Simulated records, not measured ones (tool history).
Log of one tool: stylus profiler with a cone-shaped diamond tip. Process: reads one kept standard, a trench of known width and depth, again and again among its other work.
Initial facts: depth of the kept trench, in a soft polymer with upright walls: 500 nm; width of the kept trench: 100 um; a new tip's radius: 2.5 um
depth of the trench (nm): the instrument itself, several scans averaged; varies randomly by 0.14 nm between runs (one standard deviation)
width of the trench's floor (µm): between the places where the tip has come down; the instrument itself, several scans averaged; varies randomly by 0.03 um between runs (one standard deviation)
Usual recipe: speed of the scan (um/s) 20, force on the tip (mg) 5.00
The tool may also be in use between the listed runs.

run,hour,speed of the scan (um/s),force on the tip (mg),depth of the trench (nm),width of the trench's floor (µm)
1,0.0,20,5.00,506.53,96.89
2,39.2,20,5.00,506.27,96.85
3,64.9,20,5.00,506.55,96.91
4,96.6,20,5.00,506.51,96.89
5,144.4,9,5.00,506.43,96.98
6,177.4,9,5.00,506.77,96.93
7,221.0,9,5.00,506.82,96.98
8,264.5,9,5.00,506.47,96.98
9,308.5,26,5.00,506.49,96.91
10,361.1,20,5.00,506.34,96.86
11,388.6,46,5.00,506.12,96.87
12,418.3,46,5.00,506.48,96.75
13,455.9,46,6.52,507.76,96.87
14,506.2,38,5.00,506.75,96.85
15,550.7,20,5.00,506.46,96.90
16,586.9,20,2.60,504.13,96.91
17,631.7,20,2.60,504.19,96.80
18,679.4,20,5.00,506.51,96.97
19,720.2,29,2.59,504.33,96.83
20,771.9,20,5.91,507.34,96.87
21,804.4,32,9.97,510.24,96.91
22,838.0,32,9.97,510.38,96.88
23,881.8,32,9.97,510.30,96.89
24,931.3,60,4.15,505.59,96.64
25,971.5,71,1.96,503.56,96.49
26,997.6,10,2.04,503.52,96.93
# hour 1036.4: height scale calibrated on a step standard
27,1042.3,27,4.59,506.00,96.92
28,1068.6,10,9.25,509.83,96.96
29,1106.1,79,6.75,507.95,96.68
30,1137.6,6,6.75,507.86,96.94

The next listed run, before its measurement:
31,1184.9,78,14.81,?,?

Logged for run 31: depth of the trench (nm) 513.59, width of the trench's floor (µm) 96.82.
With the hidden condition absent and the run-to-run variation left alone, this run would have shown depth of the trench (nm) 513.59, width of the trench's floor (µm) 96.83.
